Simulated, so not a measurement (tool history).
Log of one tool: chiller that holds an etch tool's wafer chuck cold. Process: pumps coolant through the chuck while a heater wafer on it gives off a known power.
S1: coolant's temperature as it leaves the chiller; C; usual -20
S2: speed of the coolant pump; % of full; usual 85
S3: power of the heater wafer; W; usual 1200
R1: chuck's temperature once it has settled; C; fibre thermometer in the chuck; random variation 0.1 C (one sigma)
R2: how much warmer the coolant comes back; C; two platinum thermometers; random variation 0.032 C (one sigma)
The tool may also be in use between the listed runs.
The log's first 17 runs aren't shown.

run,hour,S1,S2,S3,R1,R2
18,1366.5,-18,79,1121,-6.2,3.52
19,1449.2,-20,89,674,-13.6,1.88
20,1554.6,-26,85,649,-19.9,1.9
21,1617.3,-21,60,1535,-1.9,6.3
22,1717.4,-19,94,1436,-5.4,3.91
23,1801.3,-26,72,1186,-12.8,4.11
24,1908.8,-18,96,1200,-6.8,3.23
25,2009.7,-23,72,1216,-9.4,4.24
26,2057.3,-27,65,985,-15.4,3.78
27,2122.8,-26,76,1718,-7.1,5.67
28,2209.6,-20,67,1022,-8.1,3.83
29,2294.7,-20,67,1022,-8,3.79
30,2352.3,-14,96,970,-5.2,2.57
31,2447.2,-14,96,970,-4.9,2.63
32,2521.4,-14,96,970,-5,2.64

3 ways to go on from here, each from the tool as it stands after run 32. What would each give?
A,2622.2,-24,78,1381,?,?
B,2622.2,-25,96,728,?,?
C,2622.2,-20,84,1278,?,?

run,R1,R2
A,-8.9,4.52
B,-18.2,1.92
C,-6.9,3.94
Without the tool's hidden state the same runs would have given:
run,R1,R2
A,-9.5,4.13
B,-18.1,1.76
C,-7.3,3.61
